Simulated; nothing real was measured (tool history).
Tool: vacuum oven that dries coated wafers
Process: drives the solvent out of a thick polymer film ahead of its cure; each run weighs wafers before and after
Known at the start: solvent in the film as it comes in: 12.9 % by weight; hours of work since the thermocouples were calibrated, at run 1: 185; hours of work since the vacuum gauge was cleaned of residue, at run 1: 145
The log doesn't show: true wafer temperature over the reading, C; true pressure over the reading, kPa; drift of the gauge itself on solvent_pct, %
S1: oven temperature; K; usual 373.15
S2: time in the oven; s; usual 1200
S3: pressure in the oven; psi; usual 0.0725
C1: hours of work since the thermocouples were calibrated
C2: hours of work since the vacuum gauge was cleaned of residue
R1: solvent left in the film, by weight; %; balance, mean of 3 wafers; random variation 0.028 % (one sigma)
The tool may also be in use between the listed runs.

Run 1, hour 0.0: usual settings; C1 185; C2 145. Result: R1 2.26 %.
Run 2, hour 6.7: usual settings; C1 191; C2 150. Result: R1 2.26 %.
Run 3, hour 13.1: usual settings but S2 1980 s; C1 196; C2 156. Result: R1 1.21 %.
Run 4, hour 23.1: usual settings but S2 1980 s; C1 204; C2 163. Result: R1 1.20 %.
Run 5, hour 28.4: usual settings; C1 208; C2 168. Result: R1 2.25 %.
Run 6, hour 34.2: usual settings; C1 212; C2 172. Result: R1 2.25 %.
Run 7, hour 41.9: usual settings; C1 218; C2 178. Result: R1 2.29 %.
Run 8, hour 50.9: usual settings; C1 225; C2 185. Result: R1 2.26 %.
Run 9, hour 56.1: usual settings; C1 230; C2 189. Result: R1 2.26 %.
Run 10, hour 68.0: usual settings; C1 239; C2 199. Result: R1 2.25 %.
Run 11, hour 76.9: usual settings; C1 246; C2 206. Result: R1 2.21 %.
Run 12, hour 82.1: usual settings but S2 600 s, S3 0.0711 psi; C1 250; C2 210. Result: R1 4.55 %.
Run 13, hour 88.5: usual settings but S1 379.15 K, S2 720 s, S3 0.0560 psi; C1 255; C2 215. Result: R1 2.25 %.
Run 14, hour 100.1: usual settings but S1 387.15 K, S2 1560 s, S3 0.1205 psi; C1 264; C2 224. Result: R1 0.77 %.
Run 15, hour 110.0: usual settings but S1 387.15 K, S2 1560 s, S3 0.1237 psi; C1 272; C2 232. Result: R1 0.75 %.
Run 16, hour 115.2: usual settings but S1 387.15 K, S2 1560 s, S3 0.1237 psi; C1 276; C2 236. Result: R1 0.79 %.
Run 17, hour 122.9: usual settings but S1 382.15 K, S2 1080 s, S3 0.1085 psi; C1 282; C2 242. Result: R1 1.24 %.
Run 18, hour 131.3: usual settings but S1 382.15 K, S2 1080 s, S3 0.0542 psi; C1 289; C2 249. Result: R1 0.83 %.
Run 19, hour 141.2: usual settings but S1 375.15 K, S3 0.1181 psi; C1 297; C2 257. Result: R1 2.17 %.

Hidden state or all else? Some run-to-run changes of R1, split into what the settings, what came in and random variation would give without the hidden state, and what is left for the hidden state (with any gauge scatter that isn't in both results):
Run 11 -> 12: S2 1200 -> 600, S3 0.0725 -> 0.0711. R1 +2.34 %: hidden state -0.04, all else +2.38.
Run 13 -> 14: S1 379.15 -> 387.15, S2 720 -> 1560, S3 0.0560 -> 0.1205. R1 -1.48 %: hidden state +0.10, all else -1.58.
